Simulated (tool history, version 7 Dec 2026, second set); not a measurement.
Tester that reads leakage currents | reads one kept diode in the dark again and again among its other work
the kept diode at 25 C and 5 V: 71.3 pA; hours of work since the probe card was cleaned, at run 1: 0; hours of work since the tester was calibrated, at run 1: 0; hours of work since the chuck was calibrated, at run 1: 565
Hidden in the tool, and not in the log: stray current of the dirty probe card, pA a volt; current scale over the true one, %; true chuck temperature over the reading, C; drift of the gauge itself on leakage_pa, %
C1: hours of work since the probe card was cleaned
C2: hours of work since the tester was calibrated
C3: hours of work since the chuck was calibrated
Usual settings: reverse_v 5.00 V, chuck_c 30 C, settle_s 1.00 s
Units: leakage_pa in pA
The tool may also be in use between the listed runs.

{"run": 1, "day": 0.0, "reverse_v": 5.0, "chuck_c": 30, "settle_s": 1.0, "C1": 0, "C2": 0, "C3": 565, "leakage_pa": 99.98}
{"run": 2, "day": 4.062, "reverse_v": 5.0, "chuck_c": 30, "settle_s": 1.0, "C1": 68, "C2": 68, "C3": 633, "leakage_pa": 100.13}
{"run": 3, "day": 9.688, "reverse_v": 5.0, "chuck_c": 30, "settle_s": 0.81, "C1": 161, "C2": 161, "C3": 727, "leakage_pa": 100.49}
{"run": 4, "day": 18.008, "reverse_v": 5.0, "chuck_c": 30, "settle_s": 0.81, "C1": 300, "C2": 300, "C3": 865, "leakage_pa": 100.89}
{"run": 5, "day": 22.771, "reverse_v": 5.0, "chuck_c": 30, "settle_s": 0.81, "C1": 379, "C2": 379, "C3": 945, "leakage_pa": 100.85}
{"run": 6, "day": 28.938, "reverse_v": 5.0, "chuck_c": 30, "settle_s": 0.81, "C1": 482, "C2": 482, "C3": 1047, "leakage_pa": 101.21}
{"run": 7, "day": 36.675, "reverse_v": 5.0, "chuck_c": 30, "settle_s": 1.0, "C1": 611, "C2": 611, "C3": 1176, "leakage_pa": 101.33}
{"run": 8, "day": 45.121, "reverse_v": 1.58, "chuck_c": 30, "settle_s": 1.0, "C1": 751, "C2": 751, "C3": 1317, "leakage_pa": 69.29}
{"run": 9, "day": 49.842, "reverse_v": 5.0, "chuck_c": 52, "settle_s": 0.57, "C1": 830, "C2": 830, "C3": 1395, "leakage_pa": 408.68}
{"run": 10, "day": 54.692, "reverse_v": 5.0, "chuck_c": 52, "settle_s": 0.57, "C1": 911, "C2": 911, "C3": 1476, "leakage_pa": 408.51}
{"run": 11, "day": 63.046, "reverse_v": 1.32, "chuck_c": 52, "settle_s": 0.46, "C1": 1050, "C2": 1050, "C3": 1615, "leakage_pa": 265.75}
{"run": 12, "day": 69.946, "reverse_v": 1.77, "chuck_c": 23, "settle_s": 0.34, "C1": 1165, "C2": 1165, "C3": 1730, "leakage_pa": 44.66}
{"run": 13, "day": 78.429, "reverse_v": 1.77, "chuck_c": 23, "settle_s": 0.34, "C1": 1306, "C2": 1306, "C3": 1871, "leakage_pa": 44.84}
{"run": 14, "day": 86.933, "reverse_v": 1.77, "chuck_c": 23, "settle_s": 0.34, "C1": 1448, "C2": 1448, "C3": 2013, "leakage_pa": 44.59}
{"run": 15, "day": 91.817, "reverse_v": 1.77, "chuck_c": 23, "settle_s": 0.34, "C1": 1529, "C2": 1529, "C3": 2094, "leakage_pa": 44.77}

Some steps in leakage_pa between neighbouring runs. How much of each would the tool show without its hidden state too (settings, what came in, random variation), and how much is left for the hidden state, with any gauge scatter that isn't in both results?
Run 8 -> 9: reverse_v 1.58 -> 5.00, chuck_c 30 -> 52, settle_s 1.00 -> 0.57. leakage_pa +339.39 pA: hidden state -14.95, all else +354.34.
Run 11 -> 12: reverse_v 1.32 -> 1.77, chuck_c 52 -> 23, settle_s 0.46 -> 0.34. leakage_pa -221.09 pA: hidden state +15.23, all else -236.32.
